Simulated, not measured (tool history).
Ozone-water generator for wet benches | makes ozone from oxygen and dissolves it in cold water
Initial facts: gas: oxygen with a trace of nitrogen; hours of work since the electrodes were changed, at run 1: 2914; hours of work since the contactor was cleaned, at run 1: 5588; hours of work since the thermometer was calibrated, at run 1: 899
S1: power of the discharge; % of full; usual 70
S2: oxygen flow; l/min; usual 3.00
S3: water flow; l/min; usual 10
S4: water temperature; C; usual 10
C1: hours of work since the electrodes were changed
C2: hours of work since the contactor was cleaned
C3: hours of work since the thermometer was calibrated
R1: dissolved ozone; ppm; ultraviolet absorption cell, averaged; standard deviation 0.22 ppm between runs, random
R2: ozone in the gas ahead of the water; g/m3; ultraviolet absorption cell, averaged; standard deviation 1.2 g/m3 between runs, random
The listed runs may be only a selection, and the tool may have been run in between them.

run 1 hour=0.0 | S1=70 S2=3.00 S3=10 S4=10 | C1=2914 C2=5588 C3=899 | R1=29.8 R2=205.6
run 2 hour=39.4 | S1=70 S2=3.00 S3=10 S4=10 | C1=2952 C2=5626 C3=937 | R1=29.9 R2=207.3
run 3 hour=81.9 | S1=70 S2=3.00 S3=10 S4=10 | C1=2993 C2=5667 C3=978 | R1=29.8 R2=205.2
run 4 hour=119.5 | S1=70 S2=3.00 S3=10 S4=10 | C1=3029 C2=5704 C3=1014 | R1=29.9 R2=203.7
run 5 hour=176.5 | S1=70 S2=3.00 S3=10 S4=10 | C1=3084 C2=5759 C3=1069 | R1=29.7 R2=205.8
run 6 hour=210.6 | S1=70 S2=4.57 S3=10 S4=10 | C1=3117 C2=5792 C3=1102 | R1=28.9 R2=160.7
run 7 hour=275.9 | S1=70 S2=3.00 S3=10 S4=10 | C1=3180 C2=5855 C3=1165 | R1=29.5 R2=204.7
run 8 hour=347.7 | S1=70 S2=3.00 S3=10 S4=10 | C1=3250 C2=5924 C3=1235 | R1=29.6 R2=203.9
run 9 hour=381.5 | S1=70 S2=3.00 S3=10 S4=10 | C1=3282 C2=5957 C3=1267 | R1=29.4 R2=202.9
run 10 hour=446.1 | S1=70 S2=3.00 S3=10 S4=10 | C1=3344 C2=6019 C3=1330 | R1=29.8 R2=203.3
run 11 hour=507.4 | S1=70 S2=3.00 S3=10 S4=10 | C1=3404 C2=6078 C3=1389 | R1=29.9 R2=204.3
run 12 hour=563.8 | S1=59 S2=3.00 S3=10 S4=10 | C1=3458 C2=6133 C3=1443 | R1=26.9 R2=186.3
run 13 hour=629.6 | S1=59 S2=3.00 S3=10 S4=10 | C1=3522 C2=6196 C3=1507 | R1=27.0 R2=187.7
run 14 hour=668.7 | S1=59 S2=3.00 S3=10 S4=10 | C1=3559 C2=6234 C3=1544 | R1=26.9 R2=186.5
run 15 hour=731.8 | S1=59 S2=3.00 S3=14 S4=17 | C1=3620 C2=6295 C3=1605 | R1=18.3 R2=188.0
run 16 hour=795.4 | S1=59 S2=3.00 S3=14 S4=17 | C1=3682 C2=6356 C3=1667 | R1=18.2 R2=185.9
run 17 hour=851.5 | S1=59 S2=3.00 S3=7 S4=7 | C1=3736 C2=6410 C3=1721 | R1=37.0 R2=186.6
run 18 hour=918.6 | S1=83 S2=3.00 S3=15 S4=7 | C1=3801 C2=6475 C3=1786 | R1=22.6 R2=223.8
run 19 hour=969.2 | S1=83 S2=3.00 S3=15 S4=7 | C1=3849 C2=6524 C3=1835 | R1=22.5 R2=220.3
run 20 hour=1013.3 | S1=56 S2=3.35 S3=13 S4=14 | C1=3892 C2=6566 C3=1877 | R1=19.6 R2=168.8
run 21 hour=1084.2 | S1=70 S2=4.31 S3=12 S4=10 | C1=3960 C2=6635 C3=1945 | R1=25.0 R2=162.6
run 22 hour=1152.4 | S1=87 S2=3.00 S3=15 S4=14 | C1=4026 C2=6701 C3=2011 | R1=21.4 R2=224.5
run 23 hour=1182.6 | S1=87 S2=3.00 S3=7 S4=15 | C1=4055 C2=6730 C3=2040 | R1=39.3 R2=224.8
run 24 hour=1257.4 | S1=87 S2=3.00 S3=7 S4=15 | C1=4127 C2=6802 C3=2113 | R1=38.8 R2=225.4
run 25 hour=1322.2 | S1=70 S2=2.64 S3=14 S4=10 | C1=4190 C2=6865 C3=2175 | R1=20.9 R2=216.8
run 26 hour=1377.4 | S1=70 S2=3.00 S3=10 S4=11 | C1=4243 C2=6918 C3=2229 | R1=28.4 R2=201.9
run 27 hour=1417.6 | S1=70 S2=3.00 S3=10 S4=11 | C1=4282 C2=6957 C3=2267 | R1=28.6 R2=199.8

What if the next run were any one of these 5? Each begins from the tool's condition after run 27:
run A hour=1469.2 | S1=70 S2=4.67 S3=10 S4=17 | C1=4332 C2=7006 C3=2317 | R1=? R2=?
run B hour=1469.2 | S1=69 S2=2.20 S3=10 S4=10 | C1=4332 C2=7006 C3=2317 | R1=? R2=?
run C hour=1469.2 | S1=65 S2=1.62 S3=10 S4=11 | C1=4332 C2=7006 C3=2317 | R1=? R2=?
run D hour=1469.2 | S1=55 S2=3.09 S3=11 S4=10 | C1=4332 C2=7006 C3=2317 | R1=? R2=?
run E hour=1469.2 | S1=70 S2=3.00 S3=10 S4=7 | C1=4332 C2=7006 C3=2317 | R1=? R2=?

run=A R1=25.3 R2=154.9
run=B R1=28.6 R2=236.6
run=C R1=26.3 R2=275.8
run=D R1=23.8 R2=174.6
run=E R1=29.9 R2=201.8
Had the tool no hidden state, the same runs would have come out as:
run=A R1=28.2 R2=165.4
run=B R1=31.8 R2=252.6
run=C R1=29.3 R2=293.8
run=D R1=26.4 R2=185.0
run=E R1=33.3 R2=215.5
